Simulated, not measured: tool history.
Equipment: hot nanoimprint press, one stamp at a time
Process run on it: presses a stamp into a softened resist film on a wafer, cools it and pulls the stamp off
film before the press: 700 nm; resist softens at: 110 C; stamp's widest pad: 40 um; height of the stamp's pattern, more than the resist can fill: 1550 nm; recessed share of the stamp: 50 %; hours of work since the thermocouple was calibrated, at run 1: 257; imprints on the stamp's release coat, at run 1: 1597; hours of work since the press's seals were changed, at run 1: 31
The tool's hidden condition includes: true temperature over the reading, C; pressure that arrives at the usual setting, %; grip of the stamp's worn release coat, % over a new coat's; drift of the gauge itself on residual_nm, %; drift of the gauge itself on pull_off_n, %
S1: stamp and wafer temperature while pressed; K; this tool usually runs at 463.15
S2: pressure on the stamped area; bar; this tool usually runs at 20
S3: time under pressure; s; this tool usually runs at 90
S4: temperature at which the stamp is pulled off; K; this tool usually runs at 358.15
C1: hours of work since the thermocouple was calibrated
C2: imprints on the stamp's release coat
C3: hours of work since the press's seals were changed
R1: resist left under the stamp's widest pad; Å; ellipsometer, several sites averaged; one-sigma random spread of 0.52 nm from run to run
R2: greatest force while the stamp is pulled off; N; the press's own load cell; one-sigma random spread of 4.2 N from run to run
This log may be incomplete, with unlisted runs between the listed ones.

run 1 hour=0 | S1=463.15 S2=20 S3=90 S4=358.15 | C1=257 C2=1597 C3=31 | R1=3279 R2=270
run 2 hour=10.6 | S1=463.15 S2=20 S3=90 S4=358.15 | C1=265 C2=1634 C3=39 | R1=3275 R2=265
run 3 hour=18.4 | S1=461.15 S2=20 S3=90 S4=358.15 | C1=270 C2=1660 C3=45 | R1=3563 R2=267
run 4 hour=24.2 | S1=463.15 S2=20 S3=107 S4=358.15 | C1=275 C2=1680 C3=50 | R1=3094 R2=276
run 5 hour=32.7 | S1=453.15 S2=20 S3=90 S4=358.15 | C1=281 C2=1709 C3=56 | R1=4818 R2=269
-- hour=39.9 plate thermocouple calibrated
run 6 hour=46 | S1=453.15 S2=20 S3=90 S4=358.15 | C1=5 C2=1745 C3=64 | R1=4942 R2=266
-- hour=54.9 stamp cleaned and given a new release coat
run 7 hour=58.6 | S1=463.15 S2=20 S3=90 S4=358.15 | C1=10 C2=13 C3=69 | R1=3384 R2=207
run 8 hour=68.5 | S1=463.15 S2=20 S3=90 S4=358.15 | C1=17 C2=47 C3=76 | R1=3376 R2=207
run 9 hour=73.7 | S1=463.15 S2=20 S3=90 S4=358.15 | C1=21 C2=65 C3=80 | R1=3375 R2=198
run 10 hour=79.1 | S1=463.15 S2=20 S3=90 S4=358.15 | C1=25 C2=83 C3=84 | R1=3385 R2=197
run 11 hour=86.5 | S1=463.15 S2=20 S3=90 S4=358.15 | C1=31 C2=109 C3=90 | R1=3380 R2=206
run 12 hour=91.3 | S1=463.15 S2=20 S3=90 S4=358.15 | C1=34 C2=125 C3=93 | R1=3373 R2=209
run 13 hour=96.3 | S1=463.15 S2=20 S3=90 S4=358.15 | C1=38 C2=142 C3=97 | R1=3375 R2=217
run 14 hour=102.1 | S1=463.15 S2=20 S3=90 S4=358.15 | C1=42 C2=162 C3=101 | R1=3364 R2=206
run 15 hour=110.6 | S1=463.15 S2=20 S3=90 S4=358.15 | C1=49 C2=191 C3=108 | R1=3373 R2=210
run 16 hour=120.3 | S1=461.15 S2=20 S3=90 S4=358.15 | C1=56 C2=225 C3=115 | R1=3658 R2=209
run 17 hour=129.6 | S1=461.15 S2=20 S3=154 S4=365.15 | C1=63 C2=257 C3=122 | R1=3061 R2=179
run 18 hour=140.1 | S1=475.15 S2=24.6 S3=71 S4=358.15 | C1=71 C2=293 C3=130 | R1=2005 R2=217
run 19 hour=148.8 | S1=475.15 S2=24.6 S3=158 S4=358.15 | C1=77 C2=323 C3=136 | R1=1485 R2=215
run 20 hour=157.2 | S1=463.15 S2=26.8 S3=97 S4=348.15 | C1=84 C2=352 C3=143 | R1=2803 R2=266
run 21 hour=164.8 | S1=463.15 S2=26.8 S3=97 S4=348.15 | C1=89 C2=378 C3=149 | R1=2785 R2=250
run 22 hour=173.6 | S1=463.15 S2=26.8 S3=97 S4=348.15 | C1=96 C2=408 C3=155 | R1=2809 R2=263
run 23 hour=179.3 | S1=463.15 S2=26.8 S3=97 S4=348.15 | C1=100 C2=427 C3=159 | R1=2805 R2=255
run 24 hour=186.3 | S1=463.15 S2=29.7 S3=114 S4=348.15 | C1=106 C2=452 C3=165 | R1=2493 R2=269

Forecast run 25:
run 25 hour=191.9 | S1=463.15 S2=29.7 S3=114 S4=348.15 | C1=110 C2=471 C3=169 | R1=? R2=?

{"run 25": {"R1": 2499, "R2": 271}}
On a tool with no hidden condition, and with the same random variation, this run would have come out at R1 2517 Å, R2 248 N.
